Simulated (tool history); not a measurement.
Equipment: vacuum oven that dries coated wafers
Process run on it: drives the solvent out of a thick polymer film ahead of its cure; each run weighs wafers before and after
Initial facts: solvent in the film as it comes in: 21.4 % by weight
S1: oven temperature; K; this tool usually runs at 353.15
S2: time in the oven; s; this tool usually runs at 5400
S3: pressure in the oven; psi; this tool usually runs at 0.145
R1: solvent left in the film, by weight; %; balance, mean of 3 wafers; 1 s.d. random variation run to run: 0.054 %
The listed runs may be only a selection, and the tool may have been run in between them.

run 1 hour=0.0 | S1=353.15 S2=5400 S3=0.145 | R1=2.92
run 2 hour=50.8 | S1=353.15 S2=5400 S3=0.376 | R1=3.75
run 3 hour=106.5 | S1=353.15 S2=5400 S3=0.442 | R1=3.99
run 4 hour=220.8 | S1=353.15 S2=5400 S3=0.145 | R1=3.12
run 5 hour=297.7 | S1=346.15 S2=5400 S3=0.145 | R1=5.52
-- hour=384.3 vacuum gauge cleaned of residue and calibrated
run 6 hour=390.2 | S1=346.15 S2=5400 S3=0.145 | R1=5.42
run 7 hour=514.5 | S1=346.15 S2=5400 S3=0.145 | R1=5.48
run 8 hour=624.6 | S1=346.15 S2=5400 S3=0.145 | R1=5.45
run 9 hour=729.3 | S1=346.15 S2=5400 S3=0.145 | R1=5.45
run 10 hour=854.1 | S1=346.15 S2=5400 S3=0.145 | R1=5.60
run 11 hour=921.3 | S1=346.15 S2=5400 S3=0.145 | R1=5.67
run 12 hour=1016.2 | S1=346.15 S2=5400 S3=0.145 | R1=5.68
run 13 hour=1125.2 | S1=346.15 S2=5400 S3=0.145 | R1=5.59
-- hour=1220.9 oven's thermocouples calibrated
run 14 hour=1234.3 | S1=353.15 S2=5400 S3=0.265 | R1=3.86
run 15 hour=1356.1 | S1=353.15 S2=5400 S3=0.265 | R1=3.81
run 16 hour=1450.1 | S1=353.15 S2=3600 S3=0.265 | R1=6.17
-- hour=1544.8 oven's thermocouples calibrated, once more
run 17 hour=1557.1 | S1=353.15 S2=3600 S3=0.265 | R1=4.49
run 18 hour=1619.5 | S1=353.15 S2=5400 S3=0.280 | R1=2.67
run 19 hour=1691.0 | S1=353.15 S2=5400 S3=0.280 | R1=2.62
run 20 hour=1813.7 | S1=353.15 S2=5400 S3=0.280 | R1=2.68
run 21 hour=1882.4 | S1=353.15 S2=5400 S3=0.280 | R1=2.72
run 22 hour=1955.2 | S1=353.15 S2=5400 S3=0.280 | R1=2.83
run 23 hour=2042.5 | S1=353.15 S2=5400 S3=0.280 | R1=2.76
run 24 hour=2109.5 | S1=363.15 S2=7740 S3=0.103 | R1=0.40
run 25 hour=2161.7 | S1=347.15 S2=4080 S3=0.138 | R1=5.97

Run 26 is up next; what results do you expect?
run 26 hour=2272.5 | S1=353.15 S2=4560 S3=0.145 | R1=?

{"run 26": {"R1": 3.18}}
Take away the tool's hidden state, keep the run-to-run variation as it was, and the same run would have given R1 2.85 %.
